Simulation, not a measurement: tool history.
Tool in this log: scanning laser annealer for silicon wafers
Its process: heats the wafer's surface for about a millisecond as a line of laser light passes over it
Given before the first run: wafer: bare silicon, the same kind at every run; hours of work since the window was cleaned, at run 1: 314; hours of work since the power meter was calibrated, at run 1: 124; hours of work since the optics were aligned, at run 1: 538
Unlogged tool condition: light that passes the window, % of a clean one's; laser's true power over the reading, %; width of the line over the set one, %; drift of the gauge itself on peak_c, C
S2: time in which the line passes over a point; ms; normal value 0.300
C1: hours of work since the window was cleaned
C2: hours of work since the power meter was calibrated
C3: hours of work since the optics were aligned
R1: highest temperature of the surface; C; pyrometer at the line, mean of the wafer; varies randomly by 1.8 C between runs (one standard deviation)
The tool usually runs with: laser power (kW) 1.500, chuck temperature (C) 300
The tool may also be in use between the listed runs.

run 1 hour=0.0 | laser_power_(kW)=1.500 S2=0.300 chuck_temperature_(C)=300 | C1=314 C2=124 C3=538 | R1=987
run 2 hour=6.7 | laser_power_(kW)=1.500 S2=0.300 chuck_temperature_(C)=300 | C1=318 C2=127 C3=542 | R1=985
run 3 hour=15.9 | laser_power_(kW)=1.500 S2=0.300 chuck_temperature_(C)=300 | C1=323 C2=133 C3=547 | R1=983
run 4 hour=26.5 | laser_power_(kW)=1.500 S2=0.300 chuck_temperature_(C)=300 | C1=329 C2=139 C3=553 | R1=985
run 5 hour=36.9 | laser_power_(kW)=1.500 S2=0.300 chuck_temperature_(C)=300 | C1=335 C2=144 C3=559 | R1=984
run 6 hour=47.6 | laser_power_(kW)=1.500 S2=0.315 chuck_temperature_(C)=300 | C1=341 C2=150 C3=565 | R1=998
run 7 hour=59.1 | laser_power_(kW)=1.500 S2=0.315 chuck_temperature_(C)=300 | C1=347 C2=157 C3=572 | R1=998
run 8 hour=65.4 | laser_power_(kW)=1.500 S2=0.315 chuck_temperature_(C)=300 | C1=351 C2=160 C3=575 | R1=999
run 9 hour=75.3 | laser_power_(kW)=1.500 S2=0.300 chuck_temperature_(C)=300 | C1=356 C2=166 C3=581 | R1=984
run 10 hour=82.5 | laser_power_(kW)=1.500 S2=0.300 chuck_temperature_(C)=300 | C1=360 C2=170 C3=585 | R1=983
run 11 hour=89.2 | laser_power_(kW)=1.500 S2=0.300 chuck_temperature_(C)=300 | C1=364 C2=174 C3=589 | R1=983
run 12 hour=94.7 | laser_power_(kW)=1.500 S2=0.300 chuck_temperature_(C)=300 | C1=367 C2=177 C3=592 | R1=983
run 13 hour=99.6 | laser_power_(kW)=1.500 S2=0.300 chuck_temperature_(C)=300 | C1=370 C2=180 C3=594 | R1=980
run 14 hour=108.9 | laser_power_(kW)=1.500 S2=0.300 chuck_temperature_(C)=300 | C1=375 C2=185 C3=600 | R1=980
run 15 hour=118.0 | laser_power_(kW)=1.500 S2=0.300 chuck_temperature_(C)=300 | C1=380 C2=190 C3=605 | R1=983
run 16 hour=129.2 | laser_power_(kW)=1.504 S2=0.300 chuck_temperature_(C)=300 | C1=387 C2=196 C3=611 | R1=979
run 17 hour=139.1 | laser_power_(kW)=1.504 S2=0.300 chuck_temperature_(C)=300 | C1=392 C2=202 C3=617 | R1=980
run 18 hour=145.0 | laser_power_(kW)=1.500 S2=0.300 chuck_temperature_(C)=313 | C1=396 C2=205 C3=620 | R1=995
run 19 hour=150.9 | laser_power_(kW)=1.500 S2=0.300 chuck_temperature_(C)=313 | C1=399 C2=209 C3=623 | R1=989
run 20 hour=161.8 | laser_power_(kW)=1.500 S2=0.300 chuck_temperature_(C)=300 | C1=405 C2=215 C3=629 | R1=978
run 21 hour=171.3 | laser_power_(kW)=1.500 S2=0.300 chuck_temperature_(C)=300 | C1=410 C2=220 C3=635 | R1=978
run 22 hour=177.0 | laser_power_(kW)=1.500 S2=0.300 chuck_temperature_(C)=300 | C1=414 C2=223 C3=638 | R1=977
run 23 hour=182.6 | laser_power_(kW)=1.575 S2=0.217 chuck_temperature_(C)=300 | C1=417 C2=226 C3=641 | R1=909
run 24 hour=189.4 | laser_power_(kW)=1.593 S2=0.217 chuck_temperature_(C)=332 | C1=421 C2=230 C3=645 | R1=950
run 25 hour=196.3 | laser_power_(kW)=1.593 S2=0.221 chuck_temperature_(C)=325 | C1=425 C2=234 C3=649 | R1=946
run 26 hour=204.8 | laser_power_(kW)=1.593 S2=0.221 chuck_temperature_(C)=325 | C1=429 C2=239 C3=654 | R1=946
run 27 hour=211.7 | laser_power_(kW)=1.401 S2=0.249 chuck_temperature_(C)=309 | C1=433 C2=243 C3=658 | R1=891
run 28 hour=222.6 | laser_power_(kW)=1.329 S2=0.300 chuck_temperature_(C)=301 | C1=439 C2=249 C3=664 | R1=901
run 29 hour=229.9 | laser_power_(kW)=1.329 S2=0.300 chuck_temperature_(C)=301 | C1=443 C2=253 C3=668 | R1=900
run 30 hour=240.7 | laser_power_(kW)=1.318 S2=0.370 chuck_temperature_(C)=266 | C1=450 C2=259 C3=674 | R1=922
run 31 hour=250.8 | laser_power_(kW)=1.318 S2=0.370 chuck_temperature_(C)=266 | C1=455 C2=265 C3=680 | R1=922
run 32 hour=260.7 | laser_power_(kW)=1.601 S2=0.228 chuck_temperature_(C)=300 | C1=461 C2=270 C3=685 | R1=933
run 33 hour=271.4 | laser_power_(kW)=1.599 S2=0.251 chuck_temperature_(C)=328 | C1=467 C2=276 C3=691 | R1=984
run 34 hour=277.3 | laser_power_(kW)=1.599 S2=0.251 chuck_temperature_(C)=328 | C1=470 C2=280 C3=695 | R1=987
run 35 hour=287.3 | laser_power_(kW)=1.599 S2=0.310 chuck_temperature_(C)=293 | C1=476 C2=285 C3=700 | R1=1021
run 36 hour=293.3 | laser_power_(kW)=1.360 S2=0.277 chuck_temperature_(C)=298 | C1=479 C2=289 C3=704 | R1=882
run 37 hour=301.6 | laser_power_(kW)=1.367 S2=0.300 chuck_temperature_(C)=279 | C1=484 C2=293 C3=708 | R1=895
run 38 hour=307.5 | laser_power_(kW)=1.367 S2=0.300 chuck_temperature_(C)=279 | C1=487 C2=297 C3=712 | R1=891
run 39 hour=317.7 | laser_power_(kW)=1.441 S2=0.256 chuck_temperature_(C)=321 | C1=493 C2=303 C3=717 | R1=920
run 40 hour=322.6 | laser_power_(kW)=1.574 S2=0.266 chuck_temperature_(C)=303 | C1=496 C2=305 C3=720 | R1=965
run 41 hour=333.1 | laser_power_(kW)=1.574 S2=0.266 chuck_temperature_(C)=303 | C1=502 C2=311 C3=726 | R1=967

Branching from run 41: 3 alternative next runs. What would each branch give?
run A hour=338.6 | laser_power_(kW)=1.297 S2=0.378 chuck_temperature_(C)=267 | C1=505 C2=314 C3=729 | R1=?
run B hour=338.6 | laser_power_(kW)=1.276 S2=0.250 chuck_temperature_(C)=295 | C1=505 C2=314 C3=729 | R1=?
run C hour=338.6 | laser_power_(kW)=1.567 S2=0.244 chuck_temperature_(C)=299 | C1=505 C2=314 C3=729 | R1=?

run=A R1=914
run=B R1=819
run=C R1=932
Stripped of hidden state, with their random variation kept, the same runs would have yielded:
run=A R1=955
run=B R1=852
run=C R1=972
